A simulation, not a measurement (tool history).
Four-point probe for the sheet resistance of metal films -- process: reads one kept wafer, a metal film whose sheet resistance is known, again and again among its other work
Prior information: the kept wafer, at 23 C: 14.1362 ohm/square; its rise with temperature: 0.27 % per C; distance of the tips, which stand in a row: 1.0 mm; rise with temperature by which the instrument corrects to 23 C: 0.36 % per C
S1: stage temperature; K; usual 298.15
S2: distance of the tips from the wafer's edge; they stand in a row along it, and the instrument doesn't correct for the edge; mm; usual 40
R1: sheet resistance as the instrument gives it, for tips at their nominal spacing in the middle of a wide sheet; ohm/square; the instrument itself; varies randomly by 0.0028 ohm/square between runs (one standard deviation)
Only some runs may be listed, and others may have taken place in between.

| run | hour | S1 | S2 | R1 |
|---|---|---|---|---|
| 1 | 0.0 | 298.15 | 40 | 14.119062 |
| 2 | 51.3 | 298.15 | 40 | 14.116671 |
| 3 | 98.5 | 298.15 | 40 | 14.115180 |
| 4 | 132.9 | 299.15 | 40 | 14.103063 |
| 5 | 162.5 | 306.15 | 40 | 14.025300 |
| 6 | 198.5 | 298.15 | 6 | 14.320520 |
| 7 | 227.7 | 298.15 | 6 | 14.315686 |
| 8 | 266.9 | 298.15 | 6 | 14.319677 |
| 9 | 320.4 | 298.15 | 66 | 14.110219 |
| 10 | 355.4 | 297.15 | 66 | 14.127268 |
| 11 | 403.3 | 296.15 | 66 | 14.138021 |
| 12 | 433.6 | 296.15 | 66 | 14.137256 |
| 13 | 488.4 | 296.15 | 66 | 14.134789 |
| 14 | 538.0 | 296.15 | 66 | 14.136662 |
| 15 | 588.2 | 296.15 | 40 | 14.137534 |
| 16 | 624.3 | 296.15 | 40 | 14.139764 |
| 17 | 662.1 | 296.15 | 40 | 14.139304 |
| 18 | 716.8 | 292.15 | 40 | 14.191152 |
| 19 | 740.8 | 298.15 | 26 | 14.123498 |
| 20 | 794.6 | 298.15 | 6 | 14.321578 |
| 21 | 844.2 | 298.15 | 6 | 14.320167 |
| 22 | 867.8 | 292.15 | 8 | 14.302358 |
| 23 | 919.5 | 292.15 | 8 | 14.305767 |
| 24 | 972.8 | 295.15 | 13 | 14.196423 |
| 25 | 1006.1 | 298.15 | 31 | 14.119740 |
| 26 | 1059.5 | 307.15 | 9 | 14.098371 |
| 27 | 1086.5 | 303.15 | 49 | 14.051804 |
| 28 | 1121.5 | 293.15 | 37 | 14.178594 |
| 29 | 1161.4 | 306.15 | 32 | 14.027297 |
| 30 | 1202.5 | 306.15 | 32 | 14.021210 |
| 31 | 1225.8 | 306.15 | 32 | 14.025593 |
| 32 | 1264.9 | 293.15 | 43 | 14.176726 |
| 33 | 1308.4 | 300.15 | 12 | 14.134917 |

Run 34 is up next; what results do you expect?
| 34 | 1351.1 | 300.15 | 12 | ? |

{"run 34": {"R1": 14.137572}}
On a tool with no hidden condition, and with the same random variation, this run would have come out at R1 14.137489 ohm/square.
